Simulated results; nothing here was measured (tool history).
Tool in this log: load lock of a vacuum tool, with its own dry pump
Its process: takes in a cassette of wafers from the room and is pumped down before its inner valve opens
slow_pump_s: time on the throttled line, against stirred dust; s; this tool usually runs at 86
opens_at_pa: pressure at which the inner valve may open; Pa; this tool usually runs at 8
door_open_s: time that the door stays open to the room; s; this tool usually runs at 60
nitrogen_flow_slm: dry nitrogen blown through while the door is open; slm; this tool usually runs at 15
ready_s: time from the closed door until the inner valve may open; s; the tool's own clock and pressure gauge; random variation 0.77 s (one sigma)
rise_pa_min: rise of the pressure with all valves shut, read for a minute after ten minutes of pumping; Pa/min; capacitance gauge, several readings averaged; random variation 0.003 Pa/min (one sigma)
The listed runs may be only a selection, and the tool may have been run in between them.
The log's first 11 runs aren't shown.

| run | hour | slow_pump_s | opens_at_pa | door_open_s | nitrogen_flow_slm | hours that the pump has run since its overhaul | times that the door has closed on its seal | incoming humidity of the room's air, % | ready_s | rise_pa_min |
|---|---|---|---|---|---|---|---|---|---|---|
| 12 | 2613.5 | 86 | 8 | 60 | 15 | 10919 | 9969 | 46.6 | 122.5 | 0.155 |
| 13 | 2841.0 | 86 | 8 | 60 | 15 | 11146 | 10959 | 46.7 | 120.8 | 0.182 |
| 14 | 3026.7 | 86 | 8 | 171 | 15 | 11332 | 11767 | 42.9 | 121.9 | 0.205 |
| 15 | 3340.6 | 86 | 8 | 60 | 15 | 11646 | 13133 | 47.6 | 122.7 | 0.221 |
| 16 | 3475.9 | 86 | 8 | 60 | 15 | 11781 | 13721 | 46.9 | 122.9 | 0.237 |
| 17 | 3711.1 | 86 | 8 | 60 | 13 | 12016 | 14745 | 45.8 | 122.4 | 0.269 |
| 18 | 3923.0 | 86 | 8 | 60 | 13 | 12228 | 15667 | 47.9 | 122.6 | 0.294 |
| 19 | 4119.8 | 86 | 6 | 60 | 15 | 12425 | 16523 | 46.0 | 124.2 | 0.308 |
| 20 | 4266.0 | 68 | 9 | 44 | 10 | 12571 | 17159 | 42.9 | 107.0 | 0.324 |
| 21 | 4419.0 | 68 | 14 | 44 | 10 | 12724 | 17825 | 45.9 | 105.3 | 0.340 |
| 22 | 4692.6 | 86 | 8 | 60 | 7 | 12998 | 19015 | 45.5 | 123.3 | 0.389 |

Estimate the outcome of run 23 from the log above:
| 23 | 4986.1 | 144 | 8 | 92 | 7 | 13291 | 20293 | 45.6 | ? | ? |

Run 23 measured ready_s 173.0 s, rise_pa_min 0.447 Pa/min.
The same run, on a tool lacking any hidden state, would have yielded ready_s 169.6 s, rise_pa_min 0.034 Pa/min.

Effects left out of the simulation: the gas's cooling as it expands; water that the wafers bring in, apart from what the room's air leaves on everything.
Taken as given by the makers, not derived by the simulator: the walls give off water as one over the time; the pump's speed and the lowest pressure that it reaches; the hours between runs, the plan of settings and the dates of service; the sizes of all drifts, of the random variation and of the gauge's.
